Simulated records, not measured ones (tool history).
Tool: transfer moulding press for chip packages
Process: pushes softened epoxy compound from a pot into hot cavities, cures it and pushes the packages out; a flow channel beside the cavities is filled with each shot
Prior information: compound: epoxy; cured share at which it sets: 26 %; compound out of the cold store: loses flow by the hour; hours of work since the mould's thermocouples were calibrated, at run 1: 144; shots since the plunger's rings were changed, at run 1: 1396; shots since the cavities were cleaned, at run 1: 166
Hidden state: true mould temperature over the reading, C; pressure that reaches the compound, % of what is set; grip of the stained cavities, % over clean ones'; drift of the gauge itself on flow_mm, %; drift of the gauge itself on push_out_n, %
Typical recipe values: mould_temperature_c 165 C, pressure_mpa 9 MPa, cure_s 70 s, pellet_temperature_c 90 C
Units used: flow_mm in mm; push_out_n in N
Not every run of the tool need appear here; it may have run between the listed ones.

| run | hour | mould_temperature_c | pressure_mpa | cure_s | pellet_temperature_c | hours of work since the mould's thermocouples were calibrated | shots since the plunger's rings were changed | shots since the cavities were cleaned | incoming compound's hours out of the cold store | flow_mm | push_out_n |
|---|---|---|---|---|---|---|---|---|---|---|---|
| 1 | 0 | 165 | 9 | 70 | 90 | 144 | 1396 | 166 | 10.8 | 556 | 478 |
| 2 | 16.9 | 165 | 9 | 70 | 90 | 157 | 1715 | 485 | 39.1 | 452 | 541 |
|  | 30.5 | cavities cleaned with cleaning compound and waxed |
| 3 | 30.5 | 165 | 9 | 70 | 90 | 166 | 1944 | 0 | 20.3 | 521 | 349 |
| 4 | 48 | 165 | 9 | 70 | 90 | 180 | 2277 | 333 | 35.4 | 456 | 490 |
| 5 | 63.1 | 162 | 9 | 70 | 90 | 192 | 2562 | 618 | 25.9 | 496 | 678 |
|  | 70.6 | cavities cleaned with cleaning compound and waxed |
| 6 | 74.5 | 162 | 9 | 70 | 90 | 199 | 2749 | 74 | 20.4 | 516 | 503 |
| 7 | 91.7 | 162 | 9 | 70 | 90 | 213 | 3074 | 399 | 26.4 | 489 | 627 |
|  | 109.7 | cavities cleaned with cleaning compound and waxed |
|  | 116 | plunger's sealing rings changed |
| 8 | 116.2 | 162 | 9 | 70 | 90 | 229 | 4 | 76 | 46 | 444 | 458 |
| 9 | 132 | 162 | 9 | 70 | 90 | 241 | 302 | 374 | 13.5 | 562 | 652 |
| 10 | 147.8 | 171 | 7.7 | 70 | 90 | 253 | 601 | 673 | 10.8 | 507 | 499 |
|  | 151.2 | cavities cleaned with cleaning compound and waxed |
| 11 | 169.3 | 173 | 10.72 | 83 | 95 | 269 | 980 | 342 | 11.9 | 590 | 451 |
| 12 | 185.5 | 170 | 9.75 | 88 | 82 | 281 | 1287 | 649 | 21.8 | 531 | 472 |
|  | 190.1 | cavities cleaned with cleaning compound and waxed |
| 13 | 206.5 | 165 | 9 | 79 | 96 | 296 | 1657 | 311 | 46.9 | 420 | 421 |
| 14 | 219.2 | 165 | 9 | 70 | 87 | 306 | 1896 | 550 | 46.8 | 423 | 559 |
|  | 229.4 | cavities cleaned with cleaning compound and waxed |
| 15 | 239.9 | 165 | 9 | 70 | 87 | 321 | 2259 | 198 | 37.3 | 454 | 470 |
| 16 | 260.8 | 172 | 8.35 | 67 | 100 | 337 | 2655 | 594 | 29.6 | 453 | 474 |

Below are 4 alternative next runs, each starting from the tool's condition after run 16. Predict each:
|  | 269.7 | cavities cleaned with cleaning compound and waxed |
| A | 275.3 | 165 | 7.84 | 70 | 90 | 347 | 2901 | 105 | 32.4 | ? | ? |
|  | 269.7 | cavities cleaned with cleaning compound and waxed |
| B | 275.3 | 171 | 9 | 60 | 83 | 347 | 2901 | 105 | 27.6 | ? | ? |
|  | 269.7 | cavities cleaned with cleaning compound and waxed |
| C | 275.3 | 164 | 8.35 | 67 | 100 | 347 | 2901 | 105 | 10.4 | ? | ? |
|  | 269.7 | cavities cleaned with cleaning compound and waxed |
| D | 275.3 | 168 | 8.35 | 67 | 94 | 347 | 2901 | 105 | 42.1 | ? | ? |

| run | flow_mm | push_out_n |
|---|---|---|
| A | 435 | 418 |
| B | 477 | 434 |
| C | 534 | 493 |
| D | 405 | 384 |
Without the tool's unlogged condition, the same runs would have read:
| run | flow_mm | push_out_n |
|---|---|---|
| A | 452 | 352 |
| B | 495 | 367 |
| C | 554 | 420 |
| D | 421 | 322 |
